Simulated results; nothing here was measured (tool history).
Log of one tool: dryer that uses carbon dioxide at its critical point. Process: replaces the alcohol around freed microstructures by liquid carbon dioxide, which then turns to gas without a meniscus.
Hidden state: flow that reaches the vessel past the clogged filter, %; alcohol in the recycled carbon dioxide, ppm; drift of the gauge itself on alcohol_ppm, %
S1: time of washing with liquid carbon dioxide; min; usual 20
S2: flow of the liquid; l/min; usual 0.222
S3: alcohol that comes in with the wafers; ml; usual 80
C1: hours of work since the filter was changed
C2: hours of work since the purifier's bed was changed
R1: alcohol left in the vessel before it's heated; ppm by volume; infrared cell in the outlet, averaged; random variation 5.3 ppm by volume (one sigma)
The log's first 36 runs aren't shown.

run   hour  S1     S2  S3   C1   C2    R1
 37  467.0  14  0.339  80  238  314   252
 38  479.9  14  0.339  80  243  319   261
 39  492.2  14  0.339  80  248  324   252
 40  504.6  19  0.339  80  253  329   134
 41  515.9  25  0.242  29  258  334   137
 42  534.0  13  0.328  37  265  341   258
 43  547.5  14  0.157  60  271  347  5012
 44  560.5  14  0.157  60  276  352  5010
 45  577.1  16  0.157  60  283  359  3259
 46  591.5  28  0.222  32  289  365   139

4 ways to go on from here, each from the tool as it stands after run 46. What would each give?
  A  607.0  22  0.222  32  295  371   ?
  B  607.0  24  0.222  32  295  371   ?
  C  607.0  32  0.222  80  295  371   ?
  D  607.0  14  0.222  26  295  371   ?

run   R1
  A  179
  B  168
  C  138
  D  681
Without the tool's hidden state the same runs would have given:
run   R1
  A   17
  B   15
  C    3
  D  324
